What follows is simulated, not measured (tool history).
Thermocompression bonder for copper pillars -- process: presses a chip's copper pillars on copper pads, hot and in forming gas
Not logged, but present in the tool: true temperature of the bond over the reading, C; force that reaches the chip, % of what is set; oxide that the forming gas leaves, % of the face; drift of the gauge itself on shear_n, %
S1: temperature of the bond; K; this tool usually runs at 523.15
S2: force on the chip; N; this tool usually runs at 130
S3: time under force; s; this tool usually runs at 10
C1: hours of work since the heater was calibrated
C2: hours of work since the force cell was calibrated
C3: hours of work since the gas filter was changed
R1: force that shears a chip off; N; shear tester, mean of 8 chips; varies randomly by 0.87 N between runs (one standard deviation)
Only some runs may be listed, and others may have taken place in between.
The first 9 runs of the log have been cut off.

run	hour	S1	S2	S3	C1	C2	C3	R1
10	84.2	523.15	130	9	236	242	208	71.9
11	91.5	523.15	130	9	240	247	212	70.5
12	100.5	523.15	130	10	245	252	218	72.4
13	109.3	523.15	130	10	251	257	223	72.4
14	118.1	523.15	130	10	256	262	228	72.9
15	126.5	523.15	130	10	261	267	233	71.4
16	139.5	523.15	130	10	269	275	241	72.0
17	151.3	523.15	130	10	276	282	248	73.1
18	161.1	523.15	148	10	282	288	254	78.9
19	173.2	523.15	130	10	289	295	261	72.4
20	182.5	523.15	130	10	294	301	267	70.7
21	194.5	523.15	130	7	301	308	274	63.0

Run 22 comes next. What will it give?
22	204.0	513.15	154	13	307	314	280	?

Run 22 produced R1 77.2 N.
Take away the tool's hidden state, keep the run-to-run variation as it was, and the same run would have given R1 83.5 N.
